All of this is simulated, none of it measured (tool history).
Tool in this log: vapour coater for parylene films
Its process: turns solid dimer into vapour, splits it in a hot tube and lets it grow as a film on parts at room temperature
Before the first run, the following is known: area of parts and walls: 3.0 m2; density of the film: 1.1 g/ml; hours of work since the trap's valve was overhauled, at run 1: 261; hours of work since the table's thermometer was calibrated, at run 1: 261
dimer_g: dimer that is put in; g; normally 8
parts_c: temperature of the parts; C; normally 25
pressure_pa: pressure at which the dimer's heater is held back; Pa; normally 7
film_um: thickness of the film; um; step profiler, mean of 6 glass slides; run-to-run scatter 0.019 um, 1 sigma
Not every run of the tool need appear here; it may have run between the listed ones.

run    hour  dimer_g  parts_c  pressure_pa  hours of work since the trap's valve was overhauled  hours of work since the table's thermometer was calibrated  film_um
  1       0        8       25            7                                                  261                                                         261      1.4
  2    15.4        8       25         4.58                                                  273                                                         273     1.49
  3    32.3        8       25         4.58                                                  286                                                         286     1.47
  4    59.6        8       25         7.32                                                  307                                                         307     1.34
  5    74.7        8       25         7.32                                                  319                                                         319     1.36
  6   104.8        8       25         3.65                                                  342                                                         342     1.55
  7   136.8        8       35         3.65                                                  367                                                         367     0.96
  8   154.4        8       35         3.65                                                  381                                                         381     0.94
  9   177.8        8       35         3.65                                                  399                                                         399     0.93
 10   193.5        8       35         3.65                                                  411                                                         411     0.96
 11   207.5        8       35         3.65                                                  422                                                         422     0.92
 12   233.9        8       25         8.86                                                  443                                                         443     1.24
 13   260.3        8       32            7                                                  463                                                         463     0.93
 14   286.9        6       25            7                                                  484                                                         484        1
 15   311.3        6       25            7                                                  503                                                         503     0.97
 16   343.1        6       25            7                                                  528                                                         528     0.97
 17   369.3        6       25            7                                                  548                                                         548     0.98
 18   384.4        6       25            7                                                  560                                                         560     0.94
 19   414.7        6       25            7                                                  584                                                         584     0.95
 20   438.4        6       25            7                                                  602                                                         602     0.96
      461.2  -- trap's valve overhauled
 21   461.2        6       25            7                                                    0                                                         617     1.07
 22   479.5        6       25            7                                                   14                                                         631     1.08
 23   499.3        6       25            7                                                   30                                                         646     1.07
 24   522.6        6       25            7                                                   48                                                         664     1.06
 25   539.8        6       25            7                                                   61                                                         678     1.06
 26   571.7        4       25            7                                                   86                                                         703     0.71
 27   596.6        8       28         2.74                                                  105                                                         722     1.44
 28   617.2       12       32         9.89                                                  121                                                         738     1.39
 29   646.5       12       32         9.89                                                  144                                                         761     1.39
 30   675.8        5       25         9.04                                                  167                                                         784     0.81
 31   707.5        5       25         9.04                                                  192                                                         808     0.79
 32   721.9        5       25         9.04                                                  203                                                         819      0.8
 33   746.3        6       25         5.45                                                  222                                                         838     1.07
 34   763.9        8       25         2.33                                                  236                                                         852     1.68
 35   786.5        8       32          2.8                                                  253                                                         870     1.12
 36   807.9        8       32          2.8                                                  270                                                         886     1.11
 37   837.4        9       30            7                                                  293                                                         909     1.18
 38   870.2        9       30            7                                                  318                                                         935     1.18
 39   893.5        9       30            7                                                  336                                                         953     1.15
 40   916.8        9       30         8.23                                                  354                                                         971     1.12
 41   931.4        8       35         8.23                                                  366                                                         982     0.77
 42   959.9        3       29         3.22                                                  388                                                        1005     0.43
 43   984.1       10       25            5                                                  407                                                        1023     1.74
 44   998.8       10       25            5                                                  418                                                        1035      1.7
 45  1028.5        4       25         7.69                                                  441                                                        1058     0.65
 46  1054.3       11       26         6.64                                                  461                                                        1078     1.74
 47  1081.4       13       23         8.85                                                  483                                                        1099     2.14
 48  1113.2       13       23         8.85                                                  507                                                        1124     2.14

3 ways to go on from here, each from the tool as it stands after run 48. What would each give?
  A  1134.2        5       34         8.85                                                  524                                                        1140        ?
  B  1134.2        8       22         2.03                                                  524                                                        1140        ?
  C  1134.2        8       28         8.94                                                  524                                                        1140        ?

run  film_um
  A     0.48
  B      1.8
  C     1.03
The same runs, with their run-to-run variation unchanged, on a tool lacking any hidden condition would have given:
run  film_um
  A     0.56
  B     2.11
  C     1.21

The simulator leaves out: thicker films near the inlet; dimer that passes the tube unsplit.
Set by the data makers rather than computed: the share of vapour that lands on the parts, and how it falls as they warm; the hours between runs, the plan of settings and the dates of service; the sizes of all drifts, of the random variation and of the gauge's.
